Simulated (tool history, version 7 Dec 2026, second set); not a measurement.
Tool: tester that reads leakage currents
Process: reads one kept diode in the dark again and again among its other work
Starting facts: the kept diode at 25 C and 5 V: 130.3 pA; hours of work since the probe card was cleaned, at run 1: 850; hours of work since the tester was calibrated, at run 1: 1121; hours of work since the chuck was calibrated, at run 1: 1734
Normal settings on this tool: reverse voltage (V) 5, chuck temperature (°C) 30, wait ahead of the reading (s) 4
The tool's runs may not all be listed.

| run | hour | reverse voltage (V) | chuck temperature (°C) | wait ahead of the reading (s) | hours of work since the probe card was cleaned | hours of work since the tester was calibrated | hours of work since the chuck was calibrated | current that the tester gives (pA) |
|---|---|---|---|---|---|---|---|---|
| 1 | 0 | 5 | 30 | 4 | 850 | 1121 | 1734 | 198.52 |
| 2 | 41.6 | 5 | 30 | 2.78 | 868 | 1140 | 1753 | 199.5 |
| 3 | 101.7 | 5 | 30 | 2.78 | 895 | 1167 | 1780 | 199.97 |
|  | 124.7 | chuck's temperature calibrated |
| 4 | 154 | 5 | 54 | 4 | 917 | 1189 | 13 | 1256.19 |
| 5 | 206.8 | 5 | 54 | 4 | 941 | 1213 | 37 | 1248.9 |
| 6 | 240.1 | 5 | 54 | 4 | 956 | 1227 | 51 | 1252.68 |
| 7 | 269.3 | 5 | 30 | 7.14 | 969 | 1240 | 64 | 199.13 |
| 8 | 332 | 7.31 | 29 | 1.09 | 997 | 1268 | 92 | 231.53 |
| 9 | 372.4 | 7.31 | 29 | 1.09 | 1015 | 1286 | 110 | 231.55 |
| 10 | 434 | 16.25 | 29 | 1.79 | 1042 | 1314 | 138 | 373.88 |
| 11 | 479.7 | 1.56 | 27 | 4 | 1062 | 1334 | 158 | 77.36 |
| 12 | 510.7 | 1.74 | 23 | 2.82 | 1076 | 1348 | 172 | 58.42 |
| 13 | 546.5 | 5.27 | 26 | 1.41 | 1092 | 1364 | 188 | 148.59 |
| 14 | 582 | 13.51 | 29 | 2.8 | 1108 | 1380 | 204 | 332.79 |

What if the next run were any one of these 4? Each begins from the tool's condition after run 14:
| A | 622.4 | 2.92 | 29 | 2.8 | 1126 | 1398 | 222 | ? |
| B | 622.4 | 5 | 44 | 1.9 | 1126 | 1398 | 222 | ? |
| C | 622.4 | 7.89 | 26 | 4.23 | 1126 | 1398 | 222 | ? |
| D | 622.4 | 13.51 | 50 | 2.8 | 1126 | 1398 | 222 | ? |

| run | current that the tester gives (pA) |
|---|---|
| A | 133.12 |
| B | 601.88 |
| C | 187.05 |
| D | 1703.1 |
Without the tool's hidden state the same runs would have given:
| run | current that the tester gives (pA) |
|---|---|
| A | 133.07 |
| B | 601.74 |
| C | 186.97 |
| D | 1702.73 |
